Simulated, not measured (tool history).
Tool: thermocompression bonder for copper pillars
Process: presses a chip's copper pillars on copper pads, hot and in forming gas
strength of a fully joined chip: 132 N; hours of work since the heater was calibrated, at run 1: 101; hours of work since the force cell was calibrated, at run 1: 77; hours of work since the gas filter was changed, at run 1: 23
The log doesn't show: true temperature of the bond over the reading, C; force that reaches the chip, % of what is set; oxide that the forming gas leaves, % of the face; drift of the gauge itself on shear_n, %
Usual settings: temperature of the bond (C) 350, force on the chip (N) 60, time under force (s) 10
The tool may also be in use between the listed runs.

run     day  temperature of the bond (C)  force on the chip (N)  time under force (s)  hours of work since the heater was calibrated  hours of work since the force cell was calibrated  hours of work since the gas filter was changed  force that shears a chip off (N)
  1       0                          350                     60                    10                                            101                                                 77                                              23                              54.4
  2   0.425                          350                     83                    10                                            106                                                 81                                              28                              67.8
  3   0.879                          350                     60                    10                                            110                                                 86                                              33                              54.6
  4   1.275                          350                     60                    10                                            115                                                 90                                              37                              54.3
  5   1.704                          350                     60                    10                                            119                                                 95                                              41                              54.1
  6   2.142                          330                     60                    10                                            124                                                 99                                              46                              41.3
  7   2.388                          350                     60                    10                                            126                                                102                                              49                              54.1
  8   2.712                          350                     60                    10                                            130                                                105                                              52                                54
  9     3.1                          350                     60                    10                                            134                                                109                                              56                              53.8
 10   3.417                          350                     60                    10                                            137                                                113                                              59                                54
 11   3.762                          350                     74                    10                                            141                                                116                                              63                              62.5
 12   4.238                          350                     74                    10                                            146                                                121                                              68                              61.6
 13   4.662                          369                     60                    10                                            150                                                126                                              73                              66.9
 14   4.908                          369                     60                    10                                            153                                                128                                              75                              66.5
 15   5.392                          366                     60                    10                                            158                                                134                                              80                              64.6
 16   5.608                          366                     60                    26                                            160                                                136                                              82                              87.4
 17   5.992                          366                     60                    26                                            164                                                140                                              87                              87.3
 18   6.296                          366                     60                    26                                            168                                                143                                              90                              86.6
 19   6.654                          366                     60                    10                                            171                                                147                                              94                              64.4
 20     6.9                          366                     60                    10                                            174                                                149                                              96                              64.5
 21   7.433                          367                     71                    19                                            180                                                155                                             102                                87
 22   7.933                          367                     71                    19                                            185                                                160                                             107                              86.5
 23   8.275                          372                     68                    19                                            188                                                164                                             111                              88.6
 24   8.788                          330                     70                    19                                            194                                                169                                             116                              58.7
 25   9.325                          330                     70                    19                                            200                                                175                                             122                              58.5
 26   9.692                          350                     66                    14                                            203                                                179                                             126                              64.4
 27  10.129                          350                     50                    25                                            208                                                184                                             130                              65.7
 28  10.592                          350                     42                     7                                            213                                                188                                             135                              35.3
 29  10.908                          350                     42                     7                                            216                                                192                                             138                              35.3
 30  11.125                          350                     42                     7                                            219                                                194                                             141                              35.4
 31  11.496                          350                     60                     6                                            222                                                198                                             145                              43.4
 32  11.933                          350                     60                     6                                            227                                                203                                             149                              43.2
 33  12.171                          321                     66                    18                                            230                                                205                                             152                                48
 34  12.625                          350                     59                    11                                            234                                                210                                             156                              54.1
 35  12.975                          350                     44                     7                                            238                                                214                                             160                              36.5
 36  13.208                          350                     60                     7                                            241                                                216                                             163                              46.1
 37  13.642                          331                     45                     6                                            245                                                221                                             167                              26.3
 38  14.033                          331                     45                     6                                            249                                                225                                             171                              26.1
 39  14.488                          331                     45                     6                                            254                                                229                                             176                              25.9

Forecast each of these 3 alternatives for the next run:
  A  14.85                          336                     45                     6                                            258                                                233                                             180                                 ?
  B  14.85                          350                     43                    10                                            258                                                233                                             180                                 ?
  C  14.85                          331                     57                     6                                            258                                                233                                             180                                 ?

run  force that shears a chip off (N)
  A                              28.5
  B                              41.1
  C                              31.4
Without the tool's hidden state the same runs would have given:
run  force that shears a chip off (N)
  A                              29.7
  B                              42.9
  C                              32.8

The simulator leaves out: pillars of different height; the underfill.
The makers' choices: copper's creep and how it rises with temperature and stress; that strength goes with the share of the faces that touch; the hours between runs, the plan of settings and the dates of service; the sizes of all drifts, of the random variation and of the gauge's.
